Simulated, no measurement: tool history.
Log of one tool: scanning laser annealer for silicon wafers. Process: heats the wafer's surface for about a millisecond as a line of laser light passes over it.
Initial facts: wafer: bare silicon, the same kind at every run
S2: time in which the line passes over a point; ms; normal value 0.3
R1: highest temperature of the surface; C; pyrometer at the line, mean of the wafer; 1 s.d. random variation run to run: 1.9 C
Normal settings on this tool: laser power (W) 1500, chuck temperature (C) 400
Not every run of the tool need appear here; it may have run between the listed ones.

run 1 hour=0 | laser_power_(W)=1500 S2=0.3 chuck_temperature_(C)=400 | R1=1156
-- hour=9.8 window over the wafer cleaned
run 2 hour=44.7 | laser_power_(W)=1500 S2=0.3 chuck_temperature_(C)=400 | R1=1159
run 3 hour=89.4 | laser_power_(W)=1500 S2=0.3 chuck_temperature_(C)=400 | R1=1155
run 4 hour=115.4 | laser_power_(W)=1500 S2=0.3 chuck_temperature_(C)=400 | R1=1159
run 5 hour=149.9 | laser_power_(W)=1500 S2=0.3 chuck_temperature_(C)=400 | R1=1156
run 6 hour=179 | laser_power_(W)=1500 S2=0.3 chuck_temperature_(C)=400 | R1=1152
run 7 hour=202.3 | laser_power_(W)=1500 S2=0.3 chuck_temperature_(C)=400 | R1=1158
run 8 hour=226.8 | laser_power_(W)=1500 S2=0.3 chuck_temperature_(C)=400 | R1=1157
run 9 hour=263.1 | laser_power_(W)=1500 S2=0.3 chuck_temperature_(C)=400 | R1=1155
run 10 hour=294.4 | laser_power_(W)=1500 S2=0.3 chuck_temperature_(C)=383 | R1=1140
run 11 hour=325.2 | laser_power_(W)=1500 S2=0.3 chuck_temperature_(C)=383 | R1=1141
run 12 hour=360.8 | laser_power_(W)=1500 S2=0.3 chuck_temperature_(C)=383 | R1=1140
run 13 hour=389.7 | laser_power_(W)=1500 S2=0.3 chuck_temperature_(C)=383 | R1=1137
run 14 hour=423.7 | laser_power_(W)=1500 S2=0.3 chuck_temperature_(C)=383 | R1=1142
run 15 hour=459.2 | laser_power_(W)=1500 S2=0.3 chuck_temperature_(C)=400 | R1=1155
run 16 hour=489.5 | laser_power_(W)=1500 S2=0.3 chuck_temperature_(C)=400 | R1=1151
run 17 hour=521.7 | laser_power_(W)=1500 S2=0.317 chuck_temperature_(C)=400 | R1=1181
run 18 hour=566 | laser_power_(W)=1500 S2=0.317 chuck_temperature_(C)=400 | R1=1179
-- hour=581.9 window over the wafer cleaned
run 19 hour=598.5 | laser_power_(W)=1562 S2=0.317 chuck_temperature_(C)=400 | R1=1221
-- hour=628.2 optics aligned, line set to its width
run 20 hour=658.6 | laser_power_(W)=1500 S2=0.331 chuck_temperature_(C)=432 | R1=1233
run 21 hour=698.2 | laser_power_(W)=1500 S2=0.254 chuck_temperature_(C)=432 | R1=1117
run 22 hour=740.6 | laser_power_(W)=1500 S2=0.254 chuck_temperature_(C)=432 | R1=1117
run 23 hour=775.2 | laser_power_(W)=1354 S2=0.3 chuck_temperature_(C)=380 | R1=1046
run 24 hour=801.9 | laser_power_(W)=1389 S2=0.344 chuck_temperature_(C)=380 | R1=1128
run 25 hour=858 | laser_power_(W)=1324 S2=0.294 chuck_temperature_(C)=432 | R1=1074
run 26 hour=905.9 | laser_power_(W)=1324 S2=0.294 chuck_temperature_(C)=432 | R1=1078
run 27 hour=941.6 | laser_power_(W)=1324 S2=0.294 chuck_temperature_(C)=432 | R1=1076
run 28 hour=983.6 | laser_power_(W)=1492 S2=0.3 chuck_temperature_(C)=400 | R1=1153
run 29 hour=1039.1 | laser_power_(W)=1284 S2=0.216 chuck_temperature_(C)=392 | R1=909
run 30 hour=1074.1 | laser_power_(W)=1284 S2=0.216 chuck_temperature_(C)=392 | R1=909
run 31 hour=1113.2 | laser_power_(W)=1473 S2=0.234 chuck_temperature_(C)=410 | R1=1047
run 32 hour=1143.1 | laser_power_(W)=1281 S2=0.282 chuck_temperature_(C)=414 | R1=1016
-- hour=1157.2 window over the wafer cleaned
run 33 hour=1181.8 | laser_power_(W)=1281 S2=0.282 chuck_temperature_(C)=414 | R1=1014
run 34 hour=1234.8 | laser_power_(W)=1447 S2=0.32 chuck_temperature_(C)=385 | R1=1136
run 35 hour=1257.8 | laser_power_(W)=1447 S2=0.32 chuck_temperature_(C)=385 | R1=1136
run 36 hour=1311.9 | laser_power_(W)=1447 S2=0.32 chuck_temperature_(C)=385 | R1=1135
run 37 hour=1366.9 | laser_power_(W)=1500 S2=0.248 chuck_temperature_(C)=433 | R1=1108

Each row is a separate what-if for the run after 37, all from the same tool condition, not one after another. Results?
run A hour=1396.3 | laser_power_(W)=1595 S2=0.248 chuck_temperature_(C)=433 | R1=?
run B hour=1396.3 | laser_power_(W)=1602 S2=0.216 chuck_temperature_(C)=372 | R1=?
run C hour=1396.3 | laser_power_(W)=1500 S2=0.3 chuck_temperature_(C)=437 | R1=?
run D hour=1396.3 | laser_power_(W)=1500 S2=0.317 chuck_temperature_(C)=433 | R1=?
run E hour=1396.3 | laser_power_(W)=1500 S2=0.329 chuck_temperature_(C)=401 | R1=?

run=A R1=1161
run=B R1=1045
run=C R1=1195
run=D R1=1213
run=E R1=1201
Without the tool's hidden state the same runs would have given:
run=A R1=1161
run=B R1=1045
run=C R1=1195
run=D R1=1213
run=E R1=1202
